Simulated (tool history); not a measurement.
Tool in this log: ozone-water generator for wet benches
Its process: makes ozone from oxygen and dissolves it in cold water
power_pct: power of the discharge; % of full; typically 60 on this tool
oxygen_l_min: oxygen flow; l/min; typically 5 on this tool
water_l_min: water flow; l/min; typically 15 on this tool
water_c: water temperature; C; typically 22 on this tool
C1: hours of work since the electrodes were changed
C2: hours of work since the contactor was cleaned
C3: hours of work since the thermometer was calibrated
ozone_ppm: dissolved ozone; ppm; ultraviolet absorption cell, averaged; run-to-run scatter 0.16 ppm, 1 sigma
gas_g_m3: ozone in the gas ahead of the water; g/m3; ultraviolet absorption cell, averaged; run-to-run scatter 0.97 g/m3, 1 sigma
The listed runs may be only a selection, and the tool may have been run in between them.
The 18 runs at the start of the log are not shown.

Run 19, hour 738.7: usual settings but water_l_min 23 l/min, water_c 15 C; C1 2890; C2 5272; C3 2409. Result: ozone_ppm 14.7 ppm, gas_g_m3 158.1 g/m3.
Run 20, hour 795.6: usual settings but water_l_min 9 l/min, water_c 19 C; C1 2945; C2 5327; C3 2464. Result: ozone_ppm 27.4 ppm, gas_g_m3 158.3 g/m3.
Run 21, hour 835.4: usual settings but water_c 21 C; C1 2983; C2 5365; C3 2502. Result: ozone_ppm 18.9 ppm, gas_g_m3 156.8 g/m3.
Run 22, hour 871.8: usual settings but water_l_min 14 l/min; C1 3018; C2 5401; C3 2537. Result: ozone_ppm 19.5 ppm, gas_g_m3 156 g/m3.
Run 23, hour 928.7: usual settings but power_pct 94 % of full, oxygen_l_min 4.98 l/min; C1 3073; C2 5455; C3 2592. Result: ozone_ppm 25.8 ppm, gas_g_m3 219.7 g/m3.
Run 24, hour 973.8: usual settings but power_pct 94 % of full, oxygen_l_min 4.98 l/min; C1 3116; C2 5499; C3 2635. Result: ozone_ppm 25.5 ppm, gas_g_m3 216.7 g/m3.
Run 25, hour 999.5: usual settings but power_pct 94 % of full, oxygen_l_min 4.98 l/min; C1 3141; C2 5523; C3 2660. Result: ozone_ppm 25.9 ppm, gas_g_m3 217.5 g/m3.
At hour 1021.5: contactor cleaned.
Run 26, hour 1056.3: usual settings but power_pct 94 % of full, oxygen_l_min 4.98 l/min, water_l_min 12 l/min, water_c 26 C; C1 3192; C2 33; C3 2711. Result: ozone_ppm 28.7 ppm, gas_g_m3 216.9 g/m3.
Run 27, hour 1094.3: usual settings; C1 3229; C2 70; C3 2748. Result: ozone_ppm 19.4 ppm, gas_g_m3 156.5 g/m3.
Run 28, hour 1138.4: usual settings; C1 3271; C2 113; C3 2790. Result: ozone_ppm 19.3 ppm, gas_g_m3 155.9 g/m3.
Run 29, hour 1169.8: usual settings but power_pct 72 % of full, oxygen_l_min 5.2 l/min, water_l_min 13 l/min, water_c 19 C; C1 3301; C2 143; C3 2820. Result: ozone_ppm 25.4 ppm, gas_g_m3 175.1 g/m3.
Run 30, hour 1200.1: usual settings but power_pct 72 % of full, oxygen_l_min 5.2 l/min, water_l_min 13 l/min, water_c 19 C; C1 3330; C2 172; C3 2849. Result: ozone_ppm 25.3 ppm, gas_g_m3 175.3 g/m3.
Run 31, hour 1224.2: usual settings but power_pct 72 % of full, oxygen_l_min 5.2 l/min, water_l_min 13 l/min, water_c 19 C; C1 3354; C2 195; C3 2873. Result: ozone_ppm 25.1 ppm, gas_g_m3 174.5 g/m3.
Run 32, hour 1279.8: usual settings but power_pct 70 % of full, oxygen_l_min 5.2 l/min, water_l_min 11 l/min, water_c 19 C; C1 3407; C2 249; C3 2926. Result: ozone_ppm 27.5 ppm, gas_g_m3 171.4 g/m3.
Run 33, hour 1309.5: usual settings; C1 3436; C2 277; C3 2955. Result: ozone_ppm 19.1 ppm, gas_g_m3 156.7 g/m3.
Run 34, hour 1352.9: usual settings but power_pct 71 % of full, water_l_min 19 l/min; C1 3478; C2 319; C3 2996. Result: ozone_ppm 18.3 ppm, gas_g_m3 175.4 g/m3.

Branching from run 34: 3 alternative next runs. What would each branch give?
Run A, hour 1386.6: usual settings but water_l_min 17 l/min, water_c 15 C; C1 3510; C2 351; C3 3029. Result: ozone_ppm ?, gas_g_m3 ?.
Run B, hour 1386.6: usual settings but power_pct 87 % of full, oxygen_l_min 4.43 l/min, water_c 15 C; C1 3510; C2 351; C3 3029. Result: ozone_ppm ?, gas_g_m3 ?.
Run C, hour 1386.6: usual settings but power_pct 80 % of full, oxygen_l_min 3.49 l/min; C1 3510; C2 351; C3 3029. Result: ozone_ppm ?, gas_g_m3 ?.

run  ozone_ppm  gas_g_m3
  A       19.5     155.8
  B       28.3     216.9
  C       24.3     235.4
The same runs, with their run-to-run variation unchanged, on a tool lacking any hidden condition would have given:
run  ozone_ppm  gas_g_m3
  A       20.8     164.8
  B       30.6     233.4
  C       26.3     252.3
